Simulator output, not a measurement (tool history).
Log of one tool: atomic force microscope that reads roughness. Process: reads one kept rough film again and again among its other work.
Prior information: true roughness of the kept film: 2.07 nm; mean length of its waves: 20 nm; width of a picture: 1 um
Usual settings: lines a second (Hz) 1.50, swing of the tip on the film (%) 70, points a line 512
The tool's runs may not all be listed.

run   hour  lines a second (Hz)  swing of the tip on the film (%)  points a line  roughness of the kept film (nm (root mean square))
  1    0.0                 1.50                                70            512                                               1.224
  2    8.7                 1.36                                70            512                                               1.201
  3   15.4                 1.36                                70            512                                               1.184
  4   27.7                 1.36                                70            512                                               1.138
  5   35.8                 1.36                                70            512                                               1.106
  6   45.7                 1.36                                70            512                                               1.089
  7   52.3                 1.36                                70            512                                               1.068
  8   68.4                 1.36                                70            512                                               1.031
  9   80.2                 1.36                                70            512                                               0.994
 10   89.3                 1.36                                70            512                                               0.975
      98.1  -- new tip fitted
 11  101.3                 1.36                                70            512                                               1.579
 12  109.7                 1.36                                70            512                                               1.510
 13  125.2                 1.36                                70            512                                               1.454
 14  133.2                 1.50                                62            512                                               1.443
 15  145.8                 1.50                                62            512                                               1.386
 16  155.7                 1.50                                62            512                                               1.341
 17  170.6                 1.78                                88            512                                               1.127
 18  183.0                 1.50                                63            709                                               1.248
 19  196.9                 1.50                                63            709                                               1.202
 20  209.1                 1.50                                89            620                                               1.036
 21  225.5                 1.62                                87            730                                               0.991
 22  240.7                 1.62                                87            730                                               0.956
 23  257.1                 1.02                                60            393                                               1.049
 24  270.0                 1.50                                58            512                                               1.008
     277.0  -- new tip fitted
 25  281.3                 1.50                                58            357                                               1.602
 26  293.4                 1.50                                58            357                                               1.537
 27  306.6                 1.18                                88            824                                               1.364
 28  315.8                 1.18                                88            824                                               1.325
 29  323.9                 0.56                                88            824                                               1.371
 30  333.6                 4.00                                88            259                                               0.961

Branching from run 30: 3 alternative next runs. What would each branch give?
  A  347.6                 1.95                                87            259                                                   ?
  B  347.6                 4.00                                88            722                                                   ?
  C  347.6                 1.73                                75            296                                                   ?

run  roughness of the kept film (nm (root mean square))
  A                                               1.095
  B                                               0.949
  C                                               1.207
Without the tool's unlogged condition, the same runs would have read:
run  roughness of the kept film (nm (root mean square))
  A                                               1.394
  B                                               1.205
  C                                               1.535
